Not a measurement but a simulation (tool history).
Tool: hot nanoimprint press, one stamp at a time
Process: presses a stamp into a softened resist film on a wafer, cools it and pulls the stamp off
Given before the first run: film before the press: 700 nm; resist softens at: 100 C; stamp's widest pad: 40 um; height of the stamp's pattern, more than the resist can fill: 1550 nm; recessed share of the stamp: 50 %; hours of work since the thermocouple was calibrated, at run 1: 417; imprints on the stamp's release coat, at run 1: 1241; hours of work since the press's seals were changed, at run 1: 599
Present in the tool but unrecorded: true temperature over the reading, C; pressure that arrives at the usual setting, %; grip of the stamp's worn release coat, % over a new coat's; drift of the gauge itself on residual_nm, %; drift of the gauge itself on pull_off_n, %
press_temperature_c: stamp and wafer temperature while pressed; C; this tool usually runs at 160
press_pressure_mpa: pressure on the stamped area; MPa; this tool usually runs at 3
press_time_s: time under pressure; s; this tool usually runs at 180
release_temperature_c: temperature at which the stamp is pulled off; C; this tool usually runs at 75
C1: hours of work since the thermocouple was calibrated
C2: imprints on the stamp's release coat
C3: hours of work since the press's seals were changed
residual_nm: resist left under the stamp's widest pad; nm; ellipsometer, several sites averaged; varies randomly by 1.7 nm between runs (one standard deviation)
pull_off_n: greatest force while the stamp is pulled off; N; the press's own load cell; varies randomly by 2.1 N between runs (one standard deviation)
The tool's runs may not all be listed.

{"run": 1, "hour": 0.0, "press_temperature_c": 160, "press_pressure_mpa": 3, "press_time_s": 180, "release_temperature_c": 75, "C1": 417, "C2": 1241, "C3": 599, "residual_nm": 248.2, "pull_off_n": 136}
{"run": 2, "hour": 46.9, "press_temperature_c": 160, "press_pressure_mpa": 3, "press_time_s": 180, "release_temperature_c": 75, "C1": 453, "C2": 1381, "C3": 635, "residual_nm": 243.5, "pull_off_n": 145}
{"hour": 89.2, "done": "stamp cleaned and given a new release coat"}
{"run": 3, "hour": 143.2, "press_temperature_c": 160, "press_pressure_mpa": 3, "press_time_s": 180, "release_temperature_c": 75, "C1": 523, "C2": 161, "C3": 705, "residual_nm": 241.2, "pull_off_n": 96}
{"hour": 194.5, "done": "plate thermocouple calibrated"}
{"run": 4, "hour": 202.8, "press_temperature_c": 160, "press_pressure_mpa": 3, "press_time_s": 225, "release_temperature_c": 75, "C1": 6, "C2": 331, "C3": 748, "residual_nm": 207.3, "pull_off_n": 101}
{"run": 5, "hour": 251.7, "press_temperature_c": 160, "press_pressure_mpa": 3, "press_time_s": 225, "release_temperature_c": 75, "C1": 44, "C2": 477, "C3": 786, "residual_nm": 206.3, "pull_off_n": 101}
{"run": 6, "hour": 347.5, "press_temperature_c": 160, "press_pressure_mpa": 3, "press_time_s": 180, "release_temperature_c": 75, "C1": 118, "C2": 763, "C3": 860, "residual_nm": 220, "pull_off_n": 109}
{"run": 7, "hour": 400.1, "press_temperature_c": 160, "press_pressure_mpa": 3, "press_time_s": 180, "release_temperature_c": 75, "C1": 159, "C2": 920, "C3": 901, "residual_nm": 220.3, "pull_off_n": 115}
{"run": 8, "hour": 465.2, "press_temperature_c": 160, "press_pressure_mpa": 3.11, "press_time_s": 180, "release_temperature_c": 75, "C1": 209, "C2": 1115, "C3": 951, "residual_nm": 213.7, "pull_off_n": 121}
{"run": 9, "hour": 506.6, "press_temperature_c": 160, "press_pressure_mpa": 3.11, "press_time_s": 180, "release_temperature_c": 75, "C1": 241, "C2": 1239, "C3": 983, "residual_nm": 214.8, "pull_off_n": 130}
{"run": 10, "hour": 552.5, "press_temperature_c": 160, "press_pressure_mpa": 3, "press_time_s": 180, "release_temperature_c": 67, "C1": 277, "C2": 1376, "C3": 1019, "residual_nm": 215.9, "pull_off_n": 154}
{"hour": 569.4, "done": "plate thermocouple calibrated, once more"}
{"hour": 599.0, "done": "stamp cleaned and given a new release coat"}
{"run": 11, "hour": 632.6, "press_temperature_c": 160, "press_pressure_mpa": 3, "press_time_s": 180, "release_temperature_c": 67, "C1": 44, "C2": 101, "C3": 1074, "residual_nm": 263.6, "pull_off_n": 119}
{"hour": 697.1, "done": "press's hydraulic seals changed and the load cell set to zero"}
{"run": 12, "hour": 737.2, "press_temperature_c": 160, "press_pressure_mpa": 3, "press_time_s": 180, "release_temperature_c": 67, "C1": 119, "C2": 390, "C3": 31, "residual_nm": 256.5, "pull_off_n": 129}
{"run": 13, "hour": 830.4, "press_temperature_c": 160, "press_pressure_mpa": 3, "press_time_s": 180, "release_temperature_c": 75, "C1": 191, "C2": 668, "C3": 103, "residual_nm": 246.2, "pull_off_n": 117}
{"run": 14, "hour": 907.7, "press_temperature_c": 160, "press_pressure_mpa": 3, "press_time_s": 180, "release_temperature_c": 75, "C1": 251, "C2": 899, "C3": 163, "residual_nm": 247.2, "pull_off_n": 121}
{"run": 15, "hour": 975.8, "press_temperature_c": 160, "press_pressure_mpa": 3, "press_time_s": 180, "release_temperature_c": 75, "C1": 303, "C2": 1103, "C3": 215, "residual_nm": 246, "pull_off_n": 128}
{"run": 16, "hour": 1031.5, "press_temperature_c": 172, "press_pressure_mpa": 3.22, "press_time_s": 121, "release_temperature_c": 75, "C1": 346, "C2": 1269, "C3": 258, "residual_nm": 141.3, "pull_off_n": 136}
{"run": 17, "hour": 1082.5, "press_temperature_c": 150, "press_pressure_mpa": 4.07, "press_time_s": 204, "release_temperature_c": 78, "C1": 386, "C2": 1422, "C3": 298, "residual_nm": 357.3, "pull_off_n": 127}
{"hour": 1111.4, "done": "stamp cleaned and given a new release coat"}
{"run": 18, "hour": 1185.7, "press_temperature_c": 150, "press_pressure_mpa": 4.07, "press_time_s": 204, "release_temperature_c": 78, "C1": 461, "C2": 223, "C3": 373, "residual_nm": 351.4, "pull_off_n": 84}
{"run": 19, "hour": 1238.6, "press_temperature_c": 150, "press_pressure_mpa": 4.07, "press_time_s": 204, "release_temperature_c": 78, "C1": 502, "C2": 381, "C3": 414, "residual_nm": 349.1, "pull_off_n": 91}
{"run": 20, "hour": 1302.2, "press_temperature_c": 157, "press_pressure_mpa": 3, "press_time_s": 180, "release_temperature_c": 75, "C1": 551, "C2": 571, "C3": 463, "residual_nm": 274.1, "pull_off_n": 105}
{"hour": 1316.0, "done": "plate thermocouple calibrated"}
{"run": 21, "hour": 1348.5, "press_temperature_c": 157, "press_pressure_mpa": 3, "press_time_s": 180, "release_temperature_c": 75, "C1": 25, "C2": 700, "C3": 497, "residual_nm": 316.1, "pull_off_n": 116}
{"run": 22, "hour": 1446.3, "press_temperature_c": 156, "press_pressure_mpa": 3.99, "press_time_s": 180, "release_temperature_c": 75, "C1": 101, "C2": 993, "C3": 572, "residual_nm": 286.9, "pull_off_n": 128}
{"run": 23, "hour": 1496.9, "press_temperature_c": 156, "press_pressure_mpa": 3.99, "press_time_s": 180, "release_temperature_c": 75, "C1": 140, "C2": 1144, "C3": 611, "residual_nm": 289.8, "pull_off_n": 133}
{"run": 24, "hour": 1591.4, "press_temperature_c": 160, "press_pressure_mpa": 2.88, "press_time_s": 119, "release_temperature_c": 81, "C1": 213, "C2": 1427, "C3": 684, "residual_nm": 303.4, "pull_off_n": 119}
{"hour": 1617.4, "done": "stamp cleaned and given a new release coat"}
{"run": 25, "hour": 1662.9, "press_temperature_c": 151, "press_pressure_mpa": 3, "press_time_s": 102, "release_temperature_c": 78, "C1": 264, "C2": 135, "C3": 735, "residual_nm": 484.7, "pull_off_n": 87}
{"run": 26, "hour": 1718.0, "press_temperature_c": 164, "press_pressure_mpa": 3.1, "press_time_s": 131, "release_temperature_c": 70, "C1": 306, "C2": 300, "C3": 777, "residual_nm": 221.5, "pull_off_n": 113}
{"run": 27, "hour": 1764.2, "press_temperature_c": 164, "press_pressure_mpa": 2.91, "press_time_s": 131, "release_temperature_c": 71, "C1": 342, "C2": 438, "C3": 813, "residual_nm": 226.5, "pull_off_n": 118}
{"run": 28, "hour": 1859.9, "press_temperature_c": 150, "press_pressure_mpa": 3.75, "press_time_s": 180, "release_temperature_c": 68, "C1": 416, "C2": 724, "C3": 887, "residual_nm": 392.8, "pull_off_n": 138}
{"run": 29, "hour": 1928.4, "press_temperature_c": 149, "press_pressure_mpa": 2.01, "press_time_s": 221, "release_temperature_c": 82, "C1": 469, "C2": 929, "C3": 940, "residual_nm": 475.1, "pull_off_n": 98}

3 options for the next run, each taken on its own from the tool as it stands now. Forecast them:
{"run": "A", "hour": 2016.1, "press_temperature_c": 160, "press_pressure_mpa": 4.18, "press_time_s": 180, "release_temperature_c": 61, "C1": 537, "C2": 1192, "C3": 1008, "residual_nm": "?", "pull_off_n": "?"}
{"run": "B", "hour": 2016.1, "press_temperature_c": 170, "press_pressure_mpa": 4.63, "press_time_s": 94, "release_temperature_c": 75, "C1": 537, "C2": 1192, "C3": 1008, "residual_nm": "?", "pull_off_n": "?"}
{"run": "C", "hour": 2016.1, "press_temperature_c": 158, "press_pressure_mpa": 2.59, "press_time_s": 180, "release_temperature_c": 75, "C1": 537, "C2": 1192, "C3": 1008, "residual_nm": "?", "pull_off_n": "?"}

run=A residual_nm=200.3 pull_off_n=182
run=B residual_nm=143.9 pull_off_n=126
run=C residual_nm=281.6 pull_off_n=130
Had the tool no hidden state, the same runs would have come out as:
run=A residual_nm=226.3 pull_off_n=130
run=B residual_nm=159.9 pull_off_n=90
run=C residual_nm=318 pull_off_n=93

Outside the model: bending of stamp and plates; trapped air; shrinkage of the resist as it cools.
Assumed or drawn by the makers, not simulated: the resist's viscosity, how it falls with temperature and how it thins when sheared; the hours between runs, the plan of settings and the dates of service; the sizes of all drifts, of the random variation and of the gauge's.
